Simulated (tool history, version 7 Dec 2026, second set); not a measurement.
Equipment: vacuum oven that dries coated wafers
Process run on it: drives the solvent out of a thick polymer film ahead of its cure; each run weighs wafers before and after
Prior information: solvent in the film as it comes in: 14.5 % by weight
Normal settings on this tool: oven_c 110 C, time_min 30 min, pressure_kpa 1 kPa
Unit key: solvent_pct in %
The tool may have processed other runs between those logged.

run,hour,oven_c,time_min,pressure_kpa,solvent_pct
1,0,110,30,1,1.96
2,47.9,110,30,1,2.03
3,99.6,110,30,1,1.98
4,136.7,110,30,1,2.08
# hour 142.1: oven's thermocouples calibrated
5,168,110,30,1,2.38
6,203.6,114,30,1,1.66
7,248,114,30,1,1.74
8,279.1,110,47,1,1.2
9,317.5,110,30,1,2.38
# hour 362: oven's thermocouples calibrated, once more
10,376.1,110,27,1,1.93
11,433.4,110,27,1,1.92
12,467.2,110,27,1,1.89
13,519,110,30,1,1.62
14,554.6,110,30,1,1.63
15,600.9,110,30,1,1.69
16,626.2,111,17,2.43,3.83
17,659.1,100,38,1,2.87
18,688.6,100,39,1.95,3.2
19,741,100,21,3.42,6.08
20,773.8,100,21,3.42,6.16
21,811.6,105,52,1,1.28
22,843.4,105,32,1,2.43
23,898.5,111,17,1.24,3.63
24,947.5,123,39,1.73,0.48
25,977.5,123,39,1.73,0.51
26,1034.5,123,39,1.73,0.63
27,1072.3,112,23,3.73,2.96
# hour 1112.2: vacuum gauge cleaned of residue and calibrated
28,1121.9,110,22,1.01,2.67

Per-run results on a tool with no hidden state, each run keeping its own random variation:
Hidden state present: true wafer temperature over the reading, C; true pressure over the reading, kPa; drift of the gauge itself on solvent_pct, %.
run,solvent_pct
1,1.36
2,1.41
3,1.35
4,1.45
5,1.38
6,0.88
7,0.95
8,0.57
9,1.33
10,1.74
11,1.72
12,1.67
13,1.4
14,1.39
15,1.44
16,3.55
17,2.5
18,2.82
19,5.7
20,5.76
21,0.95
22,2.04
23,3.24
24,0.32
25,0.35
26,0.47
27,2.53
28,2.39
